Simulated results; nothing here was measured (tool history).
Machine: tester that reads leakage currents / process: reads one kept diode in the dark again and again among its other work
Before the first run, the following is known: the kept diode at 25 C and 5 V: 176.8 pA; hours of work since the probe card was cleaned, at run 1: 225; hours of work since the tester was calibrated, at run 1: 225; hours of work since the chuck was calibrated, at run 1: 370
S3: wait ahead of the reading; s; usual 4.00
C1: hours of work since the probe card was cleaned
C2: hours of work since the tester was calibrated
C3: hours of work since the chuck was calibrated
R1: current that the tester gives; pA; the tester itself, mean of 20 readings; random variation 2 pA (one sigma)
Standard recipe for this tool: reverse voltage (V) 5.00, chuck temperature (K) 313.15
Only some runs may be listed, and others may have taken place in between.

run 1 hour=0.0 | reverse_voltage_(V)=5.00 chuck_temperature_(K)=313.15 S3=4.00 | C1=225 C2=225 C3=370 | R1=674.06
run 2 hour=61.1 | reverse_voltage_(V)=5.00 chuck_temperature_(K)=313.15 S3=4.00 | C1=265 C2=265 C3=409 | R1=678.17
run 3 hour=169.0 | reverse_voltage_(V)=5.00 chuck_temperature_(K)=313.15 S3=4.09 | C1=334 C2=334 C3=479 | R1=675.40
run 4 hour=247.4 | reverse_voltage_(V)=5.00 chuck_temperature_(K)=313.15 S3=4.09 | C1=385 C2=385 C3=529 | R1=675.19
run 5 hour=368.0 | reverse_voltage_(V)=5.00 chuck_temperature_(K)=313.15 S3=4.00 | C1=463 C2=463 C3=607 | R1=675.10
run 6 hour=439.6 | reverse_voltage_(V)=5.00 chuck_temperature_(K)=313.15 S3=0.45 | C1=509 C2=509 C3=653 | R1=680.32
run 7 hour=498.1 | reverse_voltage_(V)=5.00 chuck_temperature_(K)=313.15 S3=0.45 | C1=547 C2=547 C3=691 | R1=680.26
run 8 hour=556.4 | reverse_voltage_(V)=5.00 chuck_temperature_(K)=297.15 S3=4.00 | C1=584 C2=584 C3=729 | R1=161.05
run 9 hour=621.7 | reverse_voltage_(V)=5.00 chuck_temperature_(K)=297.15 S3=1.20 | C1=626 C2=626 C3=771 | R1=161.86
run 10 hour=700.4 | reverse_voltage_(V)=5.00 chuck_temperature_(K)=297.15 S3=1.20 | C1=677 C2=677 C3=821 | R1=162.97
run 11 hour=758.5 | reverse_voltage_(V)=5.00 chuck_temperature_(K)=297.15 S3=1.20 | C1=714 C2=714 C3=859 | R1=162.73
run 12 hour=816.5 | reverse_voltage_(V)=5.00 chuck_temperature_(K)=313.15 S3=0.33 | C1=752 C2=752 C3=896 | R1=679.51
run 13 hour=881.5 | reverse_voltage_(V)=5.00 chuck_temperature_(K)=313.15 S3=0.33 | C1=794 C2=794 C3=938 | R1=677.36
-- hour=993.9 chuck's temperature calibrated
run 14 hour=1001.0 | reverse_voltage_(V)=5.00 chuck_temperature_(K)=313.15 S3=0.33 | C1=869 C2=869 C3=5 | R1=680.01
run 15 hour=1110.8 | reverse_voltage_(V)=5.00 chuck_temperature_(K)=313.15 S3=0.33 | C1=940 C2=940 C3=75 | R1=682.00
run 16 hour=1190.8 | reverse_voltage_(V)=5.00 chuck_temperature_(K)=313.15 S3=0.33 | C1=992 C2=992 C3=127 | R1=679.15
run 17 hour=1264.8 | reverse_voltage_(V)=5.00 chuck_temperature_(K)=313.15 S3=0.33 | C1=1040 C2=1040 C3=175 | R1=680.39
run 18 hour=1364.0 | reverse_voltage_(V)=5.00 chuck_temperature_(K)=313.15 S3=0.33 | C1=1103 C2=1103 C3=239 | R1=678.94
run 19 hour=1443.5 | reverse_voltage_(V)=5.00 chuck_temperature_(K)=313.15 S3=4.39 | C1=1155 C2=1155 C3=290 | R1=676.65
run 20 hour=1560.4 | reverse_voltage_(V)=5.00 chuck_temperature_(K)=313.15 S3=4.39 | C1=1230 C2=1230 C3=365 | R1=679.48
run 21 hour=1701.3 | reverse_voltage_(V)=4.27 chuck_temperature_(K)=328.15 S3=4.00 | C1=1321 C2=1321 C3=456 | R1=2114.83
run 22 hour=1823.3 | reverse_voltage_(V)=4.27 chuck_temperature_(K)=328.15 S3=4.00 | C1=1400 C2=1400 C3=535 | R1=2127.21
run 23 hour=1958.6 | reverse_voltage_(V)=3.80 chuck_temperature_(K)=324.15 S3=4.00 | C1=1487 C2=1487 C3=622 | R1=1477.01
run 24 hour=2090.9 | reverse_voltage_(V)=2.11 chuck_temperature_(K)=301.15 S3=1.39 | C1=1572 C2=1572 C3=707 | R1=159.13
run 25 hour=2232.8 | reverse_voltage_(V)=4.01 chuck_temperature_(K)=304.15 S3=4.01 | C1=1664 C2=1664 C3=799 | R1=277.97
run 26 hour=2341.5 | reverse_voltage_(V)=1.27 chuck_temperature_(K)=327.15 S3=0.39 | C1=1734 C2=1734 C3=869 | R1=1143.01
run 27 hour=2459.7 | reverse_voltage_(V)=1.27 chuck_temperature_(K)=327.15 S3=0.39 | C1=1810 C2=1810 C3=945 | R1=1140.65
-- hour=2556.3 chuck's temperature calibrated
run 28 hour=2558.6 | reverse_voltage_(V)=2.69 chuck_temperature_(K)=315.15 S3=0.39 | C1=1872 C2=1872 C3=1 | R1=606.61
run 29 hour=2623.9 | reverse_voltage_(V)=2.69 chuck_temperature_(K)=315.15 S3=0.39 | C1=1915 C2=1915 C3=44 | R1=607.75
run 30 hour=2710.5 | reverse_voltage_(V)=5.02 chuck_temperature_(K)=296.15 S3=6.73 | C1=1970 C2=1970 C3=99 | R1=147.28
run 31 hour=2771.5 | reverse_voltage_(V)=7.78 chuck_temperature_(K)=308.15 S3=0.38 | C1=2010 C2=2010 C3=139 | R1=540.00
run 32 hour=2888.2 | reverse_voltage_(V)=7.78 chuck_temperature_(K)=308.15 S3=0.38 | C1=2085 C2=2085 C3=214 | R1=537.54
run 33 hour=2997.1 | reverse_voltage_(V)=1.58 chuck_temperature_(K)=293.15 S3=4.00 | C1=2155 C2=2155 C3=284 | R1=66.00
run 34 hour=3125.3 | reverse_voltage_(V)=1.58 chuck_temperature_(K)=293.15 S3=4.00 | C1=2238 C2=2238 C3=367 | R1=65.42
run 35 hour=3217.8 | reverse_voltage_(V)=1.58 chuck_temperature_(K)=293.15 S3=4.00 | C1=2297 C2=2297 C3=427 | R1=65.92

Branching from run 35: 3 alternative next runs. What would each branch give?
run A hour=3341.2 | reverse_voltage_(V)=4.00 chuck_temperature_(K)=298.15 S3=0.32 | C1=2377 C2=2377 C3=506 | R1=?
run B hour=3341.2 | reverse_voltage_(V)=5.38 chuck_temperature_(K)=310.15 S3=5.02 | C1=2377 C2=2377 C3=506 | R1=?
run C hour=3341.2 | reverse_voltage_(V)=1.06 chuck_temperature_(K)=332.15 S3=4.00 | C1=2377 C2=2377 C3=506 | R1=?

run=A R1=164.73
run=B R1=539.19
run=C R1=1545.05
The same runs, with their run-to-run variation unchanged, on a tool lacking any hidden condition would have given:
run=A R1=164.61
run=B R1=538.89
run=C R1=1544.39
